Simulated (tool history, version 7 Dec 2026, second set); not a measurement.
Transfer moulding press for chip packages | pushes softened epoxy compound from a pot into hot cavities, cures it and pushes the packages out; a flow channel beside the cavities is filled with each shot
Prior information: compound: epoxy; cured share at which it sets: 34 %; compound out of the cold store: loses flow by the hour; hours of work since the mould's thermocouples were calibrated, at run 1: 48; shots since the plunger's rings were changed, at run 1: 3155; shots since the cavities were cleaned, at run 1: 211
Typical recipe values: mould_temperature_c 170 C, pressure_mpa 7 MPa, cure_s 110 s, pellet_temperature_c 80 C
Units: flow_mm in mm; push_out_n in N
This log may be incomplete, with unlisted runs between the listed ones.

run   hour  mould_temperature_c  pressure_mpa  cure_s  pellet_temperature_c  hours of work since the mould's thermocouples were calibrated  shots since the plunger's rings were changed  shots since the cavities were cleaned  incoming compound's hours out of the cold store  flow_mm  push_out_n
  1      0                  170             7     110                    80                                                             48                                          3155                                    211                                             16.3    542.7         313
  2    9.4                  170             7     110                    80                                                             55                                          3262                                    318                                             39.4    472.9         326
  3   15.6                  170             7     110                    80                                                             59                                          3332                                    388                                             46.8    455.3         317
      22.2  -- cavities cleaned with cleaning compound and waxed
  4   25.8                  170             7     110                    80                                                             66                                          3431                                     41                                             11.8    556.3         264
  5   30.7                  170             7     106                    80                                                             69                                          3486                                     96                                             22.2      523         268
  6     40                  170             7     106                    80                                                             76                                          3592                                    202                                             22.2      522         303
  7   47.7                  170          6.17     110                    80                                                             82                                          3679                                    289                                             29.8    469.9         300
  8   51.8                  170             7     105                    80                                                             85                                          3726                                    336                                             19.3    532.4         341
  9     57                  170             7     110                    80                                                             89                                          3785                                    395                                               46    454.9         317
      62.8  -- cavities cleaned with cleaning compound and waxed
 10   65.8                  170             7     110                    71                                                             94                                          3867                                     33                                             18.8      532         261
 11   70.5                  170             7     110                    80                                                             97                                          3921                                     87                                             40.1    470.1         254
 12   79.2                  170             7     110                    80                                                            104                                          4020                                    186                                             17.8    534.4         286
 13     86                  170          6.23     110                    80                                                            109                                          4097                                    263                                             32.6    463.7         295
 14   93.1                  170             7     110                    71                                                            114                                          4178                                    344                                             30.5    494.4         312
 15   98.8                  170             7     110                    71                                                            118                                          4243                                    409                                               25    510.2         324
     103.7  -- cavities cleaned with cleaning compound and waxed
 16  109.9                  173             7     131                    75                                                            125                                          4352                                     70                                             19.4      522         199
 17  116.2                  166          5.85     131                    82                                                            130                                          4423                                    141                                               12    513.3         274
 18  124.9                  166          5.85     131                    82                                                            136                                          4523                                    241                                             22.7      483         293
 19    131                  166          5.85     131                    82                                                            140                                          4592                                    310                                             18.1    494.1         317
 20  136.2                  166          5.85     107                    85                                                            144                                          4650                                    368                                             35.9    444.7         437
     144.5  -- cavities cleaned with cleaning compound and waxed
 21  145.6                  166          5.85     107                    85                                                            150                                          4740                                     12                                             20.2    488.2         347
     153.5  -- plunger's sealing rings changed
 22  156.4                  170          7.01     149                    80                                                            156                                            33                                    107                                             14.3    564.4         223
 23  161.5                  172          7.01     149                    86                                                            160                                            91                                    165                                             32.8      500         218
 24  165.9                  172          7.01      99                    86                                                            163                                           141                                    215                                              8.9    575.2         326
 25  175.8                  172          7.01      99                    86                                                            170                                           253                                    327                                             25.3    520.8         329
 26  183.6                  174          6.47     127                    88                                                            176                                           342                                    416                                             25.5    495.4         255
     187.9  -- cavities cleaned with cleaning compound and waxed
 27  189.2                  177          6.47     127                    88                                                            179                                           388                                     15                                             20.7    502.9         190
 28  197.2                  177          6.47     127                    88                                                            185                                           479                                    106                                             23.9    493.7         209

Forecast each of these 4 alternatives for the next run:
  A  203.1                  170             7     130                    76                                                            189                                           546                                    173                                             17.7        ?           ?
  B  203.1                  170          8.09     110                    72                                                            189                                           546                                    173                                             28.7        ?           ?
  C  203.1                  170          7.74     110                    80                                                            189                                           546                                    173                                               22        ?           ?
  D  203.1                  177          8.53     104                    88                                                            189                                           546                                    173                                             43.1        ?           ?

run  flow_mm  push_out_n
  A    548.4         247
  B    553.4         286
  C    563.4         288
  D    510.6         230
Take away the tool's hidden state, keep each run's random variation, and the runs would have read:
run  flow_mm  push_out_n
  A    550.1         206
  B    555.2         234
  C    565.2         236
  D    512.4         192

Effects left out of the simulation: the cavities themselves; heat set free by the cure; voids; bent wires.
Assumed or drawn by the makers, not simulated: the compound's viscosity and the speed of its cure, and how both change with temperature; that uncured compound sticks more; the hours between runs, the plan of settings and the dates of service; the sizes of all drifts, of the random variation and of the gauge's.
